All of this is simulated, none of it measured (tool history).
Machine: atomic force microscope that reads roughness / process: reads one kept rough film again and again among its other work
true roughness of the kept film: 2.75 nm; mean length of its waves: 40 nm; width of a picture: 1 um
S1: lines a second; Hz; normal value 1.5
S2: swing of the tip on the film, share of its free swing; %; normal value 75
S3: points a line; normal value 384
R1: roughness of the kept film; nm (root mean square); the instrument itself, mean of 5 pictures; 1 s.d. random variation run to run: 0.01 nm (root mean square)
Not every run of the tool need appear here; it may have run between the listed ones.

run,hour,S1,S2,S3,R1
1,0,1.5,75,384,2.259
2,43.7,1.5,75,384,2.231
3,89.8,1.5,75,384,2.19
4,145.8,1.5,75,384,2.129
# hour 151.7: new tip fitted
5,212.8,1.5,75,972,2.231
6,247.8,1.5,75,972,2.194
7,284.9,1.5,75,972,2.176
# hour 335: new tip fitted
8,353,1.5,75,972,2.271
9,416.2,1.5,75,972,2.213
10,477.4,1.5,75,384,2.159
# hour 517.3: new tip fitted
11,538.3,1.87,75,384,2.221
12,573.5,1.5,75,384,2.236
13,603.4,1.5,75,384,2.219
14,654.7,1.5,80,384,2.097
# hour 702.2: new tip fitted
15,717.2,1.5,75,445,2.256
16,764.6,1.5,75,445,2.229
17,819.3,1.5,75,445,2.194
18,852.7,1.5,75,445,2.146
# hour 885.5: new tip fitted
19,906.4,1.5,64,384,2.388
20,962.3,1.5,64,384,2.346
21,1024.6,1.5,64,384,2.28
# hour 1067.1: new tip fitted
22,1086.1,1.5,64,384,2.4
23,1156.9,3.16,75,384,1.955
24,1188.3,3.16,75,384,1.929
# hour 1251.4: new tip fitted
25,1256.1,3.16,75,384,2.035
26,1304.6,3.16,75,384,1.993
27,1357.5,1.5,68,384,2.286
28,1414.7,0.97,66,674,2.306
# hour 1435.5: new tip fitted
29,1477.4,1.87,81,348,2.079
30,1541.5,1.35,81,784,2.14
31,1598.3,0.8,81,346,2.202
# hour 1617.6: new tip fitted
32,1659.8,1.82,75,589,2.204
33,1702,1.82,75,589,2.164
34,1751.4,2.04,67,563,2.219
# hour 1801.7: new tip fitted
35,1810.3,1.5,58,471,2.477
36,1863.6,1.5,60,471,2.391
37,1919.9,0.58,65,471,2.383
# hour 1932.4: height scale calibrated on a step standard
38,1957.4,0.58,65,955,2.386
# hour 1984.1: new tip fitted
39,1989.2,0.58,65,955,2.545
40,2020.6,2.79,72,763,2.14
41,2087.3,3.17,71,727,2.052
42,2154.1,1.03,71,361,2.247
# hour 2164.8: new tip fitted
43,2200.7,1.25,69,1007,2.395
44,2271.8,1.25,69,1007,2.319
45,2313.9,0.69,67,369,2.358
# hour 2346.8: new tip fitted
46,2371.8,0.69,67,369,2.491
47,2433.3,1.64,67,312,2.308
48,2501.6,0.61,75,278,2.309
# hour 2528: new tip fitted
49,2531,3.62,75,670,1.977
50,2567.6,3.62,86,842,1.664
51,2620.6,1.72,70,283,2.246
52,2668.2,1.6,72,711,2.211
# hour 2710.3: new tip fitted
53,2722.5,1.6,72,380,2.312

Each row is a separate what-if for the run after 53, all from the same tool condition, not one after another. Results?
A,2761.6,2.26,75,804,?
B,2761.6,1.5,75,395,?
C,2761.6,1.12,64,384,?

run,R1
A,2.113
B,2.254
C,2.411
Without the tool's unlogged condition, the same runs would have read:
run,R1
A,2.171
B,2.316
C,2.477
